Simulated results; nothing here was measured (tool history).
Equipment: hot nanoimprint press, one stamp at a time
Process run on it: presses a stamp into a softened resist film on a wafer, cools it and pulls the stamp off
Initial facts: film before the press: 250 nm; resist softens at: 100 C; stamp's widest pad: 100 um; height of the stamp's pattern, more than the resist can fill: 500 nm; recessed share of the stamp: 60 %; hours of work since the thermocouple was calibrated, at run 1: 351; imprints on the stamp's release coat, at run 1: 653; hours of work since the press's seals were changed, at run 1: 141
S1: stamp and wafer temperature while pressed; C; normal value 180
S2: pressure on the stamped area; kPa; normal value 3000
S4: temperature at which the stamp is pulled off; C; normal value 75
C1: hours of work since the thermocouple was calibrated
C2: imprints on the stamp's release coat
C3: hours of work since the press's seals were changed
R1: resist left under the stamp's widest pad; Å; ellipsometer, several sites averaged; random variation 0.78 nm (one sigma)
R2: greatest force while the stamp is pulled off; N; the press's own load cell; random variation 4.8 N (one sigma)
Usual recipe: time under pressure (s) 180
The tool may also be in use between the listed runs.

Run 1, day 0.000: usual settings; C1 351; C2 653; C3 141. Result: R1 1104 Å, R2 236 N.
Run 2, day 0.671: usual settings but time under pressure (s) 283; C1 360; C2 709; C3 150. Result: R1 915 Å, R2 222 N.
Run 3, day 1.179: usual settings but time under pressure (s) 283; C1 367; C2 752; C3 158. Result: R1 927 Å, R2 233 N.
Run 4, day 2.088: usual settings but time under pressure (s) 283; C1 380; C2 828; C3 171. Result: R1 921 Å, R2 228 N.
Run 5, day 2.758: usual settings but S2 3130 kPa; C1 390; C2 884; C3 180. Result: R1 1075 Å, R2 242 N.
Run 6, day 3.296: usual settings but S2 3130 kPa; C1 398; C2 930; C3 188. Result: R1 1075 Å, R2 240 N.
Run 7, day 4.058: usual settings but S2 3130 kPa, time under pressure (s) 225; C1 408; C2 994; C3 199. Result: R1 975 Å, R2 242 N.
Run 8, day 4.854: usual settings but S2 3130 kPa, time under pressure (s) 225; C1 420; C2 1061; C3 210. Result: R1 994 Å, R2 228 N.
Run 9, day 5.421: usual settings but S2 3130 kPa, time under pressure (s) 225; C1 428; C2 1108; C3 218. Result: R1 983 Å, R2 245 N.
Run 10, day 5.888: usual settings but S2 3130 kPa, time under pressure (s) 225; C1 435; C2 1148; C3 225. Result: R1 989 Å, R2 229 N.
Run 11, day 6.621: usual settings but S2 3130 kPa, time under pressure (s) 225; C1 445; C2 1209; C3 235. Result: R1 977 Å, R2 236 N.
Run 12, day 7.317: usual settings but S2 3130 kPa, time under pressure (s) 225; C1 455; C2 1268; C3 245. Result: R1 982 Å, R2 241 N.
Run 13, day 7.900: usual settings but time under pressure (s) 104; C1 463; C2 1317; C3 254. Result: R1 1346 Å, R2 234 N.
Run 14, day 8.458: usual settings but time under pressure (s) 148; C1 471; C2 1364; C3 262. Result: R1 1180 Å, R2 232 N.
Run 15, day 9.021: usual settings; C1 479; C2 1411; C3 270. Result: R1 1098 Å, R2 229 N.
Run 16, day 9.488: usual settings; C1 486; C2 1451; C3 276. Result: R1 1105 Å, R2 231 N.
Run 17, day 9.938: usual settings but S1 178 C, time under pressure (s) 198; C1 492; C2 1488; C3 283. Result: R1 1162 Å, R2 240 N.
Run 18, day 10.388: usual settings but S1 178 C, time under pressure (s) 198; C1 499; C2 1526; C3 289. Result: R1 1154 Å, R2 239 N.
Run 19, day 10.942: usual settings but S1 178 C, time under pressure (s) 198, S4 76 C; C1 507; C2 1573; C3 297. Result: R1 1179 Å, R2 231 N.
Run 20, day 11.367: usual settings but S1 191 C, S2 1800 kPa, time under pressure (s) 114, S4 71 C; C1 513; C2 1609; C3 303. Result: R1 1030 Å, R2 244 N.
Run 21, day 11.771: usual settings but S1 191 C, S2 1800 kPa, time under pressure (s) 114, S4 71 C; C1 518; C2 1643; C3 309. Result: R1 1024 Å, R2 248 N.

Run 22 comes next. What will it give?
Run 22, day 12.679: usual settings but S2 3270 kPa, time under pressure (s) 213; C1 531; C2 1719; C3 322. Result: R1 ?, R2 ?.

{"run 22": {"R1": 992, "R2": 237}}
Had the tool carried no hidden state, the very same run would have given R1 993 Å, R2 235 N.
